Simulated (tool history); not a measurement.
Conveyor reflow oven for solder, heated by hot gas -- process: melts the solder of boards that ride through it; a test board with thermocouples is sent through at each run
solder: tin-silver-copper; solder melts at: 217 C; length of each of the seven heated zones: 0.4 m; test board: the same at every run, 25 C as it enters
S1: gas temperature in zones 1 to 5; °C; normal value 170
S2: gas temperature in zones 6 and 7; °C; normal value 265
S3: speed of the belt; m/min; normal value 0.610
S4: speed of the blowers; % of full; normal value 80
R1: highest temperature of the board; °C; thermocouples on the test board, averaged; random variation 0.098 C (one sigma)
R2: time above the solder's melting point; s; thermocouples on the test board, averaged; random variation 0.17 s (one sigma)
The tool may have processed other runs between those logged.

run	hour	S1	S2	S3	S4	R1	R2
1	0.0	170	265	0.610	80	246.16	51.6
2	30.3	167	265	0.610	80	245.60	49.7
3	62.4	170	265	0.610	80	246.10	51.5
# hour 70.6: thermocouples of zones 6 and 7 changed
4	91.3	170	265	0.610	80	244.86	50.3
5	119.7	170	265	0.610	80	244.73	50.1
6	148.1	170	265	0.610	62	238.45	41.5
7	177.2	170	265	0.610	62	238.51	41.5
8	207.9	170	265	0.610	80	244.44	49.8
9	239.9	170	265	0.610	80	244.29	49.9
10	262.5	170	265	0.610	80	244.40	49.6
11	289.9	170	265	0.610	80	243.95	49.3
12	305.6	170	277	0.610	80	253.93	57.7
13	334.1	170	277	0.610	80	253.59	57.6
14	355.4	170	277	0.610	80	253.70	58.0
15	374.5	170	277	0.610	80	253.47	57.3
16	389.3	162	254	0.608	60	226.45	21.6
17	410.9	170	274	0.610	80	251.01	55.6
# hour 438.8: flux residue cleaned out of gas plates and filters
18	444.6	170	274	0.499	80	260.22	78.1
19	461.2	164	264	0.646	71	238.48	38.3
20	477.2	164	264	0.646	71	238.30	38.2
21	498.0	164	264	0.646	71	238.40	38.0
22	526.3	164	264	0.646	71	238.29	38.2
23	539.9	178	265	0.610	80	246.89	56.1
24	554.1	170	257	0.643	80	237.05	39.6
25	576.8	170	257	0.643	80	237.01	39.4
26	598.5	170	257	0.643	80	236.88	39.5
27	628.8	157	274	0.599	81	250.83	52.6
28	644.3	170	266	0.592	88	248.98	57.4
29	666.5	170	266	0.592	88	248.96	57.2
30	682.6	170	260	0.631	80	239.69	43.5

The same runs without the tool's hidden state, with the same run-to-run variation:
Unlogged tool condition in this case: heat that the gas passes to the board, % of a clean oven's; belt's true speed, % of the reading; true gas temperature in zones 6 and 7 over the reading, C; drift of the gauge itself on peak_c, C; drift of the gauge itself on liquid_s, %.
run	R1	R2
1	245.18	50.5
2	244.75	48.6
3	245.37	50.6
4	245.30	50.5
5	245.28	50.3
6	238.99	42.0
7	239.15	42.1
8	245.31	50.4
9	245.27	50.6
10	245.46	50.5
11	245.11	50.2
12	255.28	58.3
13	255.05	58.3
14	255.28	58.7
15	255.12	58.1
16	227.75	24.0
17	252.78	56.7
18	259.65	76.6
19	237.93	37.1
20	237.82	37.0
21	237.99	37.0
22	237.99	37.3
23	246.65	55.0
24	236.89	38.9
25	236.94	38.8
26	236.88	39.0
27	251.03	52.0
28	249.15	56.8
29	249.22	56.7
30	240.00	43.4

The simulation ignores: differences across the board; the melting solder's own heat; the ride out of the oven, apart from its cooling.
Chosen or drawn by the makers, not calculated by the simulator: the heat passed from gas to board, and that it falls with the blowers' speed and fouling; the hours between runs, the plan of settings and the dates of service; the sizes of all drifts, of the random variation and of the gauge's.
